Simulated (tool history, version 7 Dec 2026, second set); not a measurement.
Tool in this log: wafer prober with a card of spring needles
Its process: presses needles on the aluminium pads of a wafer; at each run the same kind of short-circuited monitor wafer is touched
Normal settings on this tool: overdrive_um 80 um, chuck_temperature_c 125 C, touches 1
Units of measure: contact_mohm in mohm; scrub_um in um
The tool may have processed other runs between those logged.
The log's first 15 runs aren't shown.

Run 16, day 34.275: usual settings but chuck_temperature_c 38 C. Result: contact_mohm 286 mohm, scrub_um 16.14 um.
At day 34.754: tips cleaned on abrasive film.
At day 36.592: tips cleaned on abrasive film.
Run 17, day 37.221: usual settings but chuck_temperature_c 38 C. Result: contact_mohm 260 mohm, scrub_um 16.09 um.
At day 38.479: tips cleaned on abrasive film.
Run 18, day 39.321: usual settings but chuck_temperature_c 38 C. Result: contact_mohm 255 mohm, scrub_um 16.04 um.
At day 40.25: tips cleaned on abrasive film.
At day 42.038: tips cleaned on abrasive film.
Run 19, day 42.725: usual settings but overdrive_um 77 um, chuck_temperature_c 35 C. Result: contact_mohm 263 mohm, scrub_um 15.32 um.
At day 43.854: tips cleaned on abrasive film.
At day 45.121: height of the first contact set anew.
Run 20, day 45.338: usual settings but overdrive_um 97 um, touches 3. Result: contact_mohm 245 mohm, scrub_um 20.09 um.
At day 45.638: tips cleaned on abrasive film.
At day 47.483: tips cleaned on abrasive film.
Run 21, day 47.996: usual settings but overdrive_um 99 um, touches 3. Result: contact_mohm 240 mohm, scrub_um 20.45 um.
At day 49.321: tips cleaned on abrasive film.
Run 22, day 49.688: usual settings but overdrive_um 99 um, touches 3. Result: contact_mohm 237 mohm, scrub_um 20.34 um.
At day 51.058: tips cleaned on abrasive film.
Run 23, day 52.229: usual settings but overdrive_um 99 um, chuck_temperature_c 42 C, touches 3. Result: contact_mohm 227 mohm, scrub_um 20.42 um.
At day 52.796: tips cleaned on abrasive film.
At day 54.758: tips cleaned on abrasive film.
Run 24, day 55.475: usual settings but overdrive_um 85 um, chuck_temperature_c 114 C, touches 3. Result: contact_mohm 239 mohm, scrub_um 17.39 um.
At day 56.692: tips cleaned on abrasive film.
Run 25, day 57.333: usual settings but overdrive_um 85 um, chuck_temperature_c 41 C, touches 3. Result: contact_mohm 222 mohm, scrub_um 17.37 um.
At day 58.529: tips cleaned on abrasive film.
Run 26, day 59.833: usual settings but overdrive_um 63 um, chuck_temperature_c 118 C. Result: contact_mohm 320 mohm, scrub_um 12.87 um.
At day 60.467: tips cleaned on abrasive film.
At day 62.208: tips cleaned on abrasive film.
Run 27, day 62.583: usual settings but overdrive_um 75 um, chuck_temperature_c 29 C. Result: contact_mohm 242 mohm, scrub_um 15.26 um.
At day 64.012: tips cleaned on abrasive film.
At day 65.938: tips cleaned on abrasive film.
Run 28, day 65.992: usual settings but overdrive_um 85 um, chuck_temperature_c 29 C. Result: contact_mohm 223 mohm, scrub_um 17.32 um.
At day 67.738: tips cleaned on abrasive film.
Run 29, day 68.679: usual settings but overdrive_um 98 um, chuck_temperature_c 67 C. Result: contact_mohm 253 mohm, scrub_um 20.03 um.
At day 69.575: tips cleaned on abrasive film.
At day 71.408: tips cleaned on abrasive film.
Run 30, day 71.504: usual settings but overdrive_um 71 um, chuck_temperature_c 32 C, touches 2. Result: contact_mohm 221 mohm, scrub_um 14.33 um.
At day 73.179: tips cleaned on abrasive film.
Run 31, day 73.967: usual settings but overdrive_um 75 um, chuck_temperature_c 28 C, touches 2. Result: contact_mohm 245 mohm, scrub_um 15.22 um.

Forecast each of these 5 alternatives for the next run:
At day 74.971: tips cleaned on abrasive film.
Run A, day 76.333: usual settings but chuck_temperature_c 57 C. Result: contact_mohm ?, scrub_um ?.
At day 74.971: tips cleaned on abrasive film.
Run B, day 76.333: usual settings but overdrive_um 64 um, chuck_temperature_c 28 C. Result: contact_mohm ?, scrub_um ?.
At day 74.971: tips cleaned on abrasive film.
Run C, day 76.333: usual settings but overdrive_um 75 um, chuck_temperature_c 72 C, touches 2. Result: contact_mohm ?, scrub_um ?.
At day 74.971: tips cleaned on abrasive film.
Run D, day 76.333: usual settings but overdrive_um 74 um, chuck_temperature_c 28 C. Result: contact_mohm ?, scrub_um ?.
At day 74.971: tips cleaned on abrasive film.
Run E, day 76.333: usual settings but overdrive_um 75 um, chuck_temperature_c 99 C, touches 2. Result: contact_mohm ?, scrub_um ?.

run  contact_mohm  scrub_um
  A           285     16.26
  B           320     12.97
  C           264     15.21
  D           291     15.02
  E           270     15.21
Stripped of hidden state, with their random variation kept, the same runs would have yielded:
run  contact_mohm  scrub_um
  A           215     16.54
  B           212     13.25
  C           218     15.49
  D           208      15.3
  E           226     15.49
